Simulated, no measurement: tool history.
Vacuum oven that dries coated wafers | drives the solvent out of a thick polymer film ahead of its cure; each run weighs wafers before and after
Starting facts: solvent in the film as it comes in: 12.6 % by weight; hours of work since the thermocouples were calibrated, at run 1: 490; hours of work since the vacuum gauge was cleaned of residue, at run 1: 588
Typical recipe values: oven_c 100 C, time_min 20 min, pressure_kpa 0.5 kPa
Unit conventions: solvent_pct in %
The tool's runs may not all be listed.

run,hour,oven_c,time_min,pressure_kpa,hours of work since the thermocouples were calibrated,hours of work since the vacuum gauge was cleaned of residue,solvent_pct
1,0,100,20,0.5,490,588,1.37
2,50.9,100,20,0.5,522,620,1.35
3,110.6,100,31,0.5,559,658,0.81
4,155.2,100,31,0.5,587,686,0.89
5,225.7,100,31,0.5,631,730,0.88
6,273.1,100,31,0.5,661,759,0.79
7,336.2,100,31,0.5,701,799,0.8
8,429.6,100,31,0.5,759,857,0.83
9,523,100,31,0.5,818,916,0.86
10,592.3,100,31,0.5,861,959,0.88
11,641.9,100,31,0.5,892,990,0.92
12,704.9,100,31,0.5,931,1030,0.87
13,788.3,100,20,0.5,984,1082,1.42
14,859,100,20,0.5,1028,1126,1.42
15,944.9,100,20,0.5,1082,1180,1.36
# hour 1014.8: oven's thermocouples calibrated
16,1032.6,100,20,0.5,11,1234,1.31
17,1117,100,20,0.5,64,1287,1.26
18,1205.5,100,20,0.5,119,1342,1.31
19,1287.5,100,20,0.5,171,1393,1.23
20,1342.3,100,20,0.5,205,1428,1.22
21,1427.1,100,20,0.5,258,1481,1.26
# hour 1449.6: oven's thermocouples calibrated, once more
22,1494.8,100,20,0.5,28,1522,1.77
23,1541.9,100,20,0.5,58,1551,1.87
24,1609.8,100,34,0.493,100,1594,1.19
25,1703.2,111,25,0.5,159,1652,0.8
26,1754.6,95,28,0.5,191,1685,2.23
27,1835.8,95,28,0.269,242,1735,1.93
28,1898.7,95,28,0.269,281,1775,1.82
29,1994.3,86,25,1.966,341,1835,6.09
30,2093.7,86,25,1.966,403,1897,6.19
31,2144.2,86,25,1.966,435,1928,6.13
32,2207.1,102,20,0.5,474,1968,1.55
33,2308.2,102,20,0.5,538,2031,1.46
34,2407,102,20,0.5,599,2093,1.53
35,2457.1,102,20,0.5,631,2124,1.58
36,2543.8,102,20,0.5,685,2179,1.55
37,2642,100,20,0.5,747,2240,1.81
38,2712.1,98,22,0.501,791,2284,1.87
39,2768.5,98,22,0.501,826,2319,1.93
40,2836.5,98,22,0.501,868,2362,1.97
41,2908.6,98,22,0.501,914,2407,1.99
42,2996.1,101,36,0.368,968,2462,1.26
43,3073.1,101,36,0.368,1017,2510,1.22
44,3118.4,101,36,1.988,1045,2538,2.43
45,3208.6,110,17,0.442,1101,2595,0.97

5 options for the next run, each taken on its own from the tool as it stands now. Forecast them:
# hour 3249.2: oven's thermocouples calibrated
A,3297.3,100,35,0.442,30,2649,?
# hour 3249.2: oven's thermocouples calibrated
B,3297.3,100,21,0.5,30,2649,?
# hour 3249.2: oven's thermocouples calibrated
C,3297.3,104,14,0.456,30,2649,?
# hour 3249.2: oven's thermocouples calibrated
D,3297.3,93,13,0.442,30,2649,?
# hour 3249.2: oven's thermocouples calibrated
E,3297.3,107,20,0.773,30,2649,?

run,solvent_pct
A,1.57
B,2.22
C,2.28
D,5.19
E,1.51
With no hidden state in the tool, these same runs would have given:
run,solvent_pct
A,0.56
B,1.24
C,1.45
D,4.25
E,0.72
